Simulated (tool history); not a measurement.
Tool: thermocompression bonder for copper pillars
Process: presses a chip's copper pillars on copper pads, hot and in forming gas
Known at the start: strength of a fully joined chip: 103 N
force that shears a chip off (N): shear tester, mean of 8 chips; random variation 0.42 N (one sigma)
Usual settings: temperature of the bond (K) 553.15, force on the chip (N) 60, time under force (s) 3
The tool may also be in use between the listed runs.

run,hour,temperature of the bond (K),force on the chip (N),time under force (s),force that shears a chip off (N)
1,0,553.15,60,3,44.9
2,10,553.15,60,3,45.2
3,17.6,553.15,60,3,45.2
4,28.2,553.15,60,3,45.8
5,39.3,553.15,60,3,44.4
6,53.3,579.15,60,3,58.6
7,60.9,553.15,60,3,45
8,69.9,553.15,60,3,44.5
9,75.8,553.15,60,3,44.4
10,89.2,553.15,60,3,45
11,99.7,553.15,60,3,45
12,109.2,553.15,60,3,43.6
13,116.8,553.15,60,3,44.9
14,128.4,553.15,60,3,45.1
15,136.6,553.15,60,3,45.2
16,150.8,553.15,60,3,45
17,162,553.15,60,3,44.2
18,170.4,553.15,60,3,44.1
19,182.1,553.15,60,3,44.9
# hour 184.7: heater calibrated with a thermocouple chip
20,194.4,553.15,60,3,44.7
21,201.8,553.15,60,3,43.4
22,211.3,553.15,60,3,43.6
23,222.1,553.15,60,3,43.7
# hour 225.8: heater calibrated with a thermocouple chip, once more
24,231.5,553.15,60,3,45.8
25,240.8,553.15,60,3,45.7
26,248.2,553.15,60,4,50.7
27,256.2,547.15,62,3,43.8
28,267.8,547.15,40,3,26.4
29,278.2,583.15,60,3,60.8
# hour 286: forming gas filter changed
30,289.8,553.15,60,4,51
31,298.5,553.15,60,4,51.6
32,306.7,535.15,38,2,17.5
33,316.7,535.15,38,2,17.6
34,325.3,535.15,38,2,18.1
35,338,544.15,36,5,28.2
36,347.7,538.15,37,6,28.7
37,354.2,553.15,42,6,39.8
38,365.8,553.15,60,4,50.2
39,376.6,553.15,60,4,50.2
40,385.3,553.15,60,4,50.5
41,392.6,553.15,60,4,50.5

The same runs without the tool's hidden state, with the same run-to-run variation:
The hidden state here: true temperature of the bond over the reading, C; force that reaches the chip, % of what is set; oxide that the forming gas leaves, % of the face; drift of the gauge itself on shear_n, %.
run,force that shears a chip off (N)
1,47.3
2,47.7
3,47.8
4,48.4
5,47
6,61.6
7,47.7
8,47.2
9,47.2
10,47.9
11,47.9
12,46.5
13,48
14,48.2
15,48.3
16,48.2
17,47.4
18,47.4
19,48.3
20,48.4
21,47.1
22,47.3
23,47.5
24,48.2
25,48
26,53.3
27,46.2
28,28
29,63.8
30,52.5
31,53.2
32,18.3
33,18.3
34,18.9
35,29.4
36,30
37,41.4
38,52.1
39,52.2
40,52.5
41,52.5

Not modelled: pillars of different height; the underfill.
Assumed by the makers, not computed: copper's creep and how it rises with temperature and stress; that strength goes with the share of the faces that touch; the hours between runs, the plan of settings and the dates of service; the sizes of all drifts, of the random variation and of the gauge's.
